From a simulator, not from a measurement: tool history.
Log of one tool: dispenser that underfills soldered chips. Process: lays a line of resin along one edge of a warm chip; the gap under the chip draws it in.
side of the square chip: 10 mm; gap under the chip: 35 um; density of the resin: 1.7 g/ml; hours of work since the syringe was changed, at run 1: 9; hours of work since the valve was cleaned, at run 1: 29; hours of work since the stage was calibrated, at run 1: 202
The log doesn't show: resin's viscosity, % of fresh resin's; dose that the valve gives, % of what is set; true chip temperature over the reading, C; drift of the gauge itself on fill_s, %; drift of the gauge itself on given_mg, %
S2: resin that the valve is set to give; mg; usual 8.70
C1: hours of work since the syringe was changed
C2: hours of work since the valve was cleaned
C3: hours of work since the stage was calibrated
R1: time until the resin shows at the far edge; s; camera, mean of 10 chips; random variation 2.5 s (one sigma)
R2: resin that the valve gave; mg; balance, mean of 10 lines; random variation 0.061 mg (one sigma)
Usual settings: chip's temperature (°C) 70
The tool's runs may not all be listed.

{"run": 1, "hour": 0.0, "chip's temperature (°C)": 70, "S2": 8.7, "C1": 9, "C2": 29, "C3": 202, "R1": 527.9, "R2": 8.44}
{"hour": 4.0, "done": "new syringe of resin"}
{"run": 2, "hour": 8.5, "chip's temperature (°C)": 70, "S2": 8.7, "C1": 3, "C2": 34, "C3": 207, "R1": 304.1, "R2": 8.22}
{"run": 3, "hour": 16.0, "chip's temperature (°C)": 70, "S2": 8.7, "C1": 8, "C2": 39, "C3": 212, "R1": 463.7, "R2": 8.39}
{"run": 4, "hour": 21.0, "chip's temperature (°C)": 67, "S2": 8.7, "C1": 11, "C2": 42, "C3": 215, "R1": 688.1, "R2": 8.34}
{"hour": 21.9, "done": "new syringe of resin"}
{"run": 5, "hour": 27.2, "chip's temperature (°C)": 70, "S2": 9.33, "C1": 3, "C2": 46, "C3": 219, "R1": 317.5, "R2": 8.84}
{"run": 6, "hour": 32.6, "chip's temperature (°C)": 65, "S2": 8.7, "C1": 7, "C2": 49, "C3": 223, "R1": 516.3, "R2": 8.24}
{"hour": 39.8, "done": "new syringe of resin"}
{"run": 7, "hour": 40.0, "chip's temperature (°C)": 76, "S2": 8.7, "C1": 0, "C2": 54, "C3": 227, "R1": 189.3, "R2": 8.32}
{"run": 8, "hour": 46.8, "chip's temperature (°C)": 70, "S2": 9.23, "C1": 5, "C2": 59, "C3": 232, "R1": 342.4, "R2": 8.67}
{"run": 9, "hour": 54.7, "chip's temperature (°C)": 70, "S2": 8.7, "C1": 10, "C2": 64, "C3": 237, "R1": 548.5, "R2": 8.2}
{"hour": 57.7, "done": "new syringe of resin"}
{"run": 10, "hour": 59.7, "chip's temperature (°C)": 64, "S2": 8.7, "C1": 1, "C2": 67, "C3": 240, "R1": 325.4, "R2": 8.18}
{"run": 11, "hour": 69.3, "chip's temperature (°C)": 64, "S2": 8.7, "C1": 8, "C2": 73, "C3": 246, "R1": 576.7, "R2": 8.08}
{"run": 12, "hour": 73.4, "chip's temperature (°C)": 64, "S2": 8.7, "C1": 10, "C2": 76, "C3": 249, "R1": 723.5, "R2": 8.12}
{"hour": 75.6, "done": "new syringe of resin"}
{"run": 13, "hour": 81.7, "chip's temperature (°C)": 85, "S2": 8.7, "C1": 4, "C2": 81, "C3": 254, "R1": 192.5, "R2": 8.13}
{"run": 14, "hour": 86.1, "chip's temperature (°C)": 69, "S2": 8.7, "C1": 7, "C2": 84, "C3": 257, "R1": 446.2, "R2": 7.92}
{"run": 15, "hour": 92.2, "chip's temperature (°C)": 69, "S2": 8.7, "C1": 11, "C2": 88, "C3": 261, "R1": 642.9, "R2": 7.91}
{"hour": 93.2, "done": "new syringe of resin"}
{"run": 16, "hour": 98.1, "chip's temperature (°C)": 69, "S2": 8.7, "C1": 3, "C2": 91, "C3": 265, "R1": 321.8, "R2": 8.0}
{"run": 17, "hour": 103.1, "chip's temperature (°C)": 69, "S2": 11.0, "C1": 6, "C2": 95, "C3": 268, "R1": 401.1, "R2": 9.85}
{"run": 18, "hour": 107.9, "chip's temperature (°C)": 70, "S2": 8.7, "C1": 10, "C2": 98, "C3": 271, "R1": 527.0, "R2": 7.93}
{"hour": 111.3, "done": "new syringe of resin"}
{"run": 19, "hour": 118.2, "chip's temperature (°C)": 64, "S2": 8.1, "C1": 5, "C2": 104, "C3": 277, "R1": 446.3, "R2": 7.33}
{"run": 20, "hour": 127.2, "chip's temperature (°C)": 80, "S2": 8.7, "C1": 10, "C2": 110, "C3": 283, "R1": 402.6, "R2": 7.75}
{"hour": 128.8, "done": "new syringe of resin"}
{"run": 21, "hour": 133.5, "chip's temperature (°C)": 80, "S2": 8.7, "C1": 3, "C2": 114, "C3": 287, "R1": 211.6, "R2": 7.83}
{"hour": 139.5, "done": "dispensing valve cleaned and set on the balance"}
{"run": 22, "hour": 143.1, "chip's temperature (°C)": 80, "S2": 8.7, "C1": 9, "C2": 2, "C3": 293, "R1": 346.6, "R2": 8.74}
{"hour": 147.5, "done": "new syringe of resin"}
{"run": 23, "hour": 152.2, "chip's temperature (°C)": 71, "S2": 9.06, "C1": 3, "C2": 8, "C3": 299, "R1": 282.8, "R2": 9.05}
{"run": 24, "hour": 160.8, "chip's temperature (°C)": 71, "S2": 8.14, "C1": 9, "C2": 14, "C3": 304, "R1": 479.4, "R2": 8.09}
{"hour": 165.0, "done": "new syringe of resin"}
{"run": 25, "hour": 170.4, "chip's temperature (°C)": 71, "S2": 8.14, "C1": 3, "C2": 20, "C3": 310, "R1": 297.0, "R2": 7.99}
{"run": 26, "hour": 179.4, "chip's temperature (°C)": 75, "S2": 9.9, "C1": 9, "C2": 26, "C3": 316, "R1": 417.8, "R2": 9.65}
{"hour": 182.5, "done": "new syringe of resin"}
{"run": 27, "hour": 183.9, "chip's temperature (°C)": 75, "S2": 9.18, "C1": 1, "C2": 28, "C3": 319, "R1": 199.8, "R2": 8.91}
{"run": 28, "hour": 192.4, "chip's temperature (°C)": 75, "S2": 9.18, "C1": 6, "C2": 34, "C3": 324, "R1": 329.0, "R2": 8.88}
{"run": 29, "hour": 198.2, "chip's temperature (°C)": 82, "S2": 9.31, "C1": 10, "C2": 38, "C3": 328, "R1": 355.1, "R2": 9.02}
{"hour": 200.6, "done": "new syringe of resin"}
{"run": 30, "hour": 203.9, "chip's temperature (°C)": 68, "S2": 9.86, "C1": 2, "C2": 41, "C3": 332, "R1": 283.2, "R2": 9.47}
{"run": 31, "hour": 208.0, "chip's temperature (°C)": 80, "S2": 7.61, "C1": 5, "C2": 44, "C3": 334, "R1": 244.9, "R2": 7.27}
{"run": 32, "hour": 216.2, "chip's temperature (°C)": 62, "S2": 10.51, "C1": 10, "C2": 49, "C3": 340, "R1": 740.7, "R2": 10.05}
{"hour": 218.1, "done": "new syringe of resin"}
{"run": 33, "hour": 222.5, "chip's temperature (°C)": 66, "S2": 8.65, "C1": 3, "C2": 53, "C3": 344, "R1": 334.7, "R2": 8.25}
{"run": 34, "hour": 226.8, "chip's temperature (°C)": 63, "S2": 8.04, "C1": 6, "C2": 56, "C3": 346, "R1": 497.9, "R2": 7.58}
{"run": 35, "hour": 233.0, "chip's temperature (°C)": 63, "S2": 8.04, "C1": 10, "C2": 60, "C3": 350, "R1": 720.0, "R2": 7.55}
{"hour": 235.8, "done": "new syringe of resin"}
{"run": 36, "hour": 237.9, "chip's temperature (°C)": 63, "S2": 8.04, "C1": 1, "C2": 63, "C3": 353, "R1": 338.1, "R2": 7.61}

Hidden state or all else? Some run-to-run changes of R1, split into what the settings, what came in and random variation would give without the hidden state, and what is left for the hidden state (with any gauge scatter that isn't in both results):
Run 12 -> 13: chip's temperature (°C) 64 -> 85, new syringe of resin. R1 -531.0 s: hidden state -366.0, all else -165.0.
Run 31 -> 32: chip's temperature (°C) 80 -> 62, S2 7.61 -> 10.51. R1 +495.8 s: hidden state +338.7, all else +157.1.
Run 32 -> 33: chip's temperature (°C) 62 -> 66, S2 10.51 -> 8.65, new syringe of resin. R1 -406.0 s: hidden state -364.1, all else -41.9.
Run 35 -> 36: new syringe of resin. R1 -381.9 s: hidden state -374.8, all else -7.1.
